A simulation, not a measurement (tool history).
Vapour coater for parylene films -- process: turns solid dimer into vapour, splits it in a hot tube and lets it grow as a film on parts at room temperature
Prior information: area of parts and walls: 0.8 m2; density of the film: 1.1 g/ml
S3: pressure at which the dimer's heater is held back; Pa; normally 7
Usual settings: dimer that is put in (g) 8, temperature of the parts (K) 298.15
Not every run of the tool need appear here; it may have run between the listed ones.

Run 1, hour 0: usual settings. Result: thickness of the film (um) 4.74.
Run 2, hour 42: usual settings but dimer that is put in (g) 6. Result: thickness of the film (um) 3.53.
Run 3, hour 85.5: usual settings but S3 4.69 Pa. Result: thickness of the film (um) 4.87.
Run 4, hour 127.4: usual settings but S3 4.69 Pa. Result: thickness of the film (um) 4.77.
Run 5, hour 182.2: usual settings but S3 9.24 Pa. Result: thickness of the film (um) 4.54.
Run 6, hour 232.6: usual settings but S3 9.24 Pa. Result: thickness of the film (um) 4.53.
Run 7, hour 271.1: usual settings but S3 9.24 Pa. Result: thickness of the film (um) 4.47.
Run 8, hour 319.6: usual settings but S3 9.1 Pa. Result: thickness of the film (um) 4.57.
Run 9, hour 361.5: usual settings but S3 9.1 Pa. Result: thickness of the film (um) 4.52.
At hour 395.8: table's thermometer calibrated.
Run 10, hour 408.4: usual settings but dimer that is put in (g) 5, temperature of the parts (K) 301.15. Result: thickness of the film (um) 2.64.
Run 11, hour 448.8: usual settings but dimer that is put in (g) 6, temperature of the parts (K) 294.15, S3 4.1 Pa. Result: thickness of the film (um) 4.28.
At hour 478.7: trap's valve overhauled.
Run 12, hour 488.9: usual settings but dimer that is put in (g) 6, temperature of the parts (K) 294.15, S3 4.1 Pa. Result: thickness of the film (um) 4.34.
Run 13, hour 537.1: usual settings but dimer that is put in (g) 5, temperature of the parts (K) 308.15, S3 3.15 Pa. Result: thickness of the film (um) 2.26.
Run 14, hour 576.4: usual settings but dimer that is put in (g) 5, temperature of the parts (K) 308.15, S3 3.15 Pa. Result: thickness of the film (um) 2.32.
Run 15, hour 636.9: usual settings but dimer that is put in (g) 5, temperature of the parts (K) 308.15, S3 3.15 Pa. Result: thickness of the film (um) 2.27.
Run 16, hour 683.7: usual settings but dimer that is put in (g) 5, temperature of the parts (K) 308.15, S3 3.15 Pa. Result: thickness of the film (um) 2.3.
Run 17, hour 724.2: usual settings but dimer that is put in (g) 5, temperature of the parts (K) 308.15, S3 3.15 Pa. Result: thickness of the film (um) 2.22.
Run 18, hour 764.1: usual settings but dimer that is put in (g) 9, S3 4.72 Pa. Result: thickness of the film (um) 5.59.

3 options for the next run, each taken on its own from the tool as it stands now. Forecast them:
Run A, hour 801.8: usual settings but dimer that is put in (g) 9, S3 7.97 Pa. Result: thickness of the film (um) ?.
Run B, hour 801.8: usual settings but dimer that is put in (g) 6, S3 4.72 Pa. Result: thickness of the film (um) ?.
Run C, hour 801.8: usual settings but dimer that is put in (g) 6, temperature of the parts (K) 293.15, S3 11.93 Pa. Result: thickness of the film (um) ?.

run  thickness of the film (um)
  A                        5.26
  B                        3.68
  C                        4.07
The same runs, with their run-to-run variation unchanged, on a tool lacking any hidden condition would have given:
run  thickness of the film (um)
  A                        5.38
  B                        3.77
  C                        4.16
